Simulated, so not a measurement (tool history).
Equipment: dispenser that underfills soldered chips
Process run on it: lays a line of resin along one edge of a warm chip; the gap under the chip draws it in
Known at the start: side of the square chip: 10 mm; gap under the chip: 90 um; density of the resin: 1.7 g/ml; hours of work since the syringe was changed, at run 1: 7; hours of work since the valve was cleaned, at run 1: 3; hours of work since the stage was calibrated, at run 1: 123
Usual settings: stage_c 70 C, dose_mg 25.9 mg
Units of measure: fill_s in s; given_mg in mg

run,hour,stage_c,dose_mg,hours of work since the syringe was changed,hours of work since the valve was cleaned,hours of work since the stage was calibrated,fill_s,given_mg
1,0.0,70,25.9,7,3,123,25.3,25.80
# hour 1.1: new syringe of resin
2,9.4,69,25.9,6,10,130,25.1,25.70
# hour 12.4: new syringe of resin
3,14.0,70,25.9,1,14,133,19.4,25.62
4,19.1,70,25.9,5,17,137,22.7,25.56
# hour 23.6: new syringe of resin
5,24.7,70,25.9,1,22,141,19.8,25.34
6,31.3,70,25.9,6,27,146,23.7,25.44
# hour 34.6: new syringe of resin
7,36.3,70,25.9,1,30,150,20.5,25.30
8,42.9,70,25.9,6,35,155,24.8,25.20
# hour 45.8: new syringe of resin
9,52.2,68,25.9,5,42,161,25.6,25.14
# hour 57.1: new syringe of resin
10,60.6,68,25.8,3,48,168,23.1,24.88
# hour 68.2: new syringe of resin
11,69.3,70,30.5,1,54,174,19.2,29.32
# hour 71.0: dispensing valve cleaned and set on the balance
12,79.1,70,30.5,8,6,181,25.7,30.36
# hour 80.2: new syringe of resin
13,87.5,70,30.5,6,12,187,23.5,30.27
# hour 91.5: new syringe of resin
14,96.1,70,30.5,4,19,193,22.2,30.14
15,100.1,70,30.5,7,22,196,24.7,30.10
# hour 102.8: new syringe of resin
16,109.6,70,30.5,5,29,203,22.6,29.91
# hour 114.1: new syringe of resin
17,115.0,70,30.5,1,33,207,19.6,29.78
18,122.8,70,25.9,7,38,213,25.3,25.18
# hour 125.0: new syringe of resin
19,129.6,70,25.9,4,43,218,22.8,25.23
# hour 136.1: new syringe of resin
20,139.3,70,25.9,2,50,225,21.8,24.99
# hour 146.2: dispensing valve cleaned and set on the balance
21,147.5,70,25.9,8,1,230,26.1,25.94
# hour 148.7: new syringe of resin
22,152.2,72,27.2,3,4,234,19.8,27.18
23,158.5,63,29.3,7,9,238,35.9,29.13
# hour 159.5: new syringe of resin
24,164.5,63,25.4,4,13,243,32.0,25.13
# hour 170.6: new syringe of resin
25,173.6,55,23.7,2,20,250,45.3,23.31
26,181.1,63,23.2,8,26,255,37.4,22.73
# hour 181.9: new syringe of resin
27,187.9,59,25.9,5,31,260,39.7,25.30
# hour 192.9: new syringe of resin
28,197.2,84,25.3,3,38,267,11.8,24.67
# hour 204.2: new syringe of resin
29,206.2,61,27.1,1,44,274,31.9,26.13
30,212.9,79,30.3,7,49,279,16.5,29.33
# hour 215.2: new syringe of resin
# hour 221.8: dispensing valve cleaned and set on the balance
31,223.4,67,29.2,5,1,286,27.0,29.21
# hour 227.1: new syringe of resin
32,228.4,56,23.7,1,5,289,41.2,23.60
# hour 238.0: new syringe of resin
33,238.0,70,29.0,0,12,296,19.4,28.79
34,243.8,62,32.4,4,16,301,34.2,32.05
# hour 249.2: new syringe of resin
35,253.4,70,28.1,3,23,308,22.8,27.69

4 ways to go on from here, each from the tool as it stands after run 35. What would each give?
# hour 260.1: new syringe of resin
A,261.7,67,24.7,1,29,314,?,?
# hour 260.1: new syringe of resin
B,261.7,80,25.7,1,29,314,?,?
# hour 260.1: new syringe of resin
C,261.7,58,30.2,1,29,314,?,?
# hour 260.1: new syringe of resin
D,261.7,64,30.1,1,29,314,?,?

run,fill_s,given_mg
A,24.3,24.22
B,12.8,25.09
C,37.7,29.57
D,27.2,29.47
What these runs would have given with no unlogged condition in the tool:
run,fill_s,given_mg
A,21.5,24.72
B,11.4,25.61
C,33.3,30.18
D,24.1,30.07
